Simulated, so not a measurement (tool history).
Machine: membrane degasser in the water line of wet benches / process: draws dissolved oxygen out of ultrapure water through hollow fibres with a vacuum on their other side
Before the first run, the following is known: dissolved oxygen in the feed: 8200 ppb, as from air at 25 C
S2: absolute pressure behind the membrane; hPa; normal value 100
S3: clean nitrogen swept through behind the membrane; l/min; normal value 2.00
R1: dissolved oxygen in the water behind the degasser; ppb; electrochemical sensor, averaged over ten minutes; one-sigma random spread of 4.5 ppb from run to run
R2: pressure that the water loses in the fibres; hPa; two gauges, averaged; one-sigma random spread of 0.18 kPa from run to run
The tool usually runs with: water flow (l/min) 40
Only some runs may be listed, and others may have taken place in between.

Run 1, hour 0.0: usual settings. Result: R1 455.2 ppb, R2 308.4 hPa.
Run 2, hour 88.6: usual settings. Result: R1 439.9 ppb, R2 311.5 hPa.
Run 3, hour 186.2: usual settings but water flow (l/min) 57. Result: R1 643.5 ppb, R2 445.8 hPa.
Run 4, hour 275.1: usual settings. Result: R1 449.6 ppb, R2 311.5 hPa.
Run 5, hour 440.1: usual settings. Result: R1 447.9 ppb, R2 312.8 hPa.
Run 6, hour 570.7: usual settings but S3 1.97 l/min. Result: R1 449.6 ppb, R2 311.6 hPa.
Run 7, hour 651.6: usual settings. Result: R1 451.9 ppb, R2 315.3 hPa.
Run 8, hour 801.3: usual settings. Result: R1 447.2 ppb, R2 314.0 hPa.
Run 9, hour 885.6: usual settings. Result: R1 449.1 ppb, R2 314.5 hPa.
Run 10, hour 1023.0: usual settings. Result: R1 451.7 ppb, R2 312.5 hPa.
Run 11, hour 1180.4: usual settings. Result: R1 443.8 ppb, R2 314.9 hPa.
Run 12, hour 1290.0: usual settings. Result: R1 448.8 ppb, R2 310.9 hPa.
Run 13, hour 1409.1: usual settings but S3 2.49 l/min. Result: R1 395.5 ppb, R2 314.8 hPa.
Run 14, hour 1477.4: usual settings. Result: R1 448.9 ppb, R2 314.9 hPa.
Run 15, hour 1633.6: usual settings but S3 1.27 l/min. Result: R1 580.6 ppb, R2 319.5 hPa.
Run 16, hour 1727.5: usual settings but S2 98 hPa. Result: R1 447.4 ppb, R2 318.6 hPa.
Run 17, hour 1850.3: usual settings but water flow (l/min) 61, S2 74 hPa. Result: R1 556.9 ppb, R2 483.5 hPa.
Run 18, hour 1989.1: usual settings but water flow (l/min) 36, S2 121 hPa, S3 0.99 l/min. Result: R1 730.8 ppb, R2 288.3 hPa.
Run 19, hour 2136.1: usual settings but water flow (l/min) 51, S2 162 hPa, S3 3.55 l/min. Result: R1 628.5 ppb, R2 404.1 hPa.
At hour 2192.1: gauge calibrated.
Run 20, hour 2258.8: usual settings but water flow (l/min) 51, S2 170 hPa, S3 1.78 l/min. Result: R1 975.7 ppb, R2 393.2 hPa.
Run 21, hour 2339.3: usual settings but S2 206 hPa, S3 3.00 l/min. Result: R1 641.5 ppb, R2 311.1 hPa.
Run 22, hour 2414.4: usual settings but S2 74 hPa, S3 1.21 l/min. Result: R1 428.9 ppb, R2 311.1 hPa.
Run 23, hour 2524.8: usual settings but S2 238 hPa, S3 3.30 l/min. Result: R1 687.0 ppb, R2 309.9 hPa.

Estimate the outcome of run 24 from the log above:
Run 24, hour 2683.0: usual settings but S2 238 hPa, S3 3.30 l/min. Result: R1 ?, R2 ?.

Run 24 produced R1 695.5 ppb, R2 316.1 hPa.
Take away the tool's hidden state, keep the run-to-run variation as it was, and the same run would have given R1 694.7 ppb, R2 313.8 hPa.
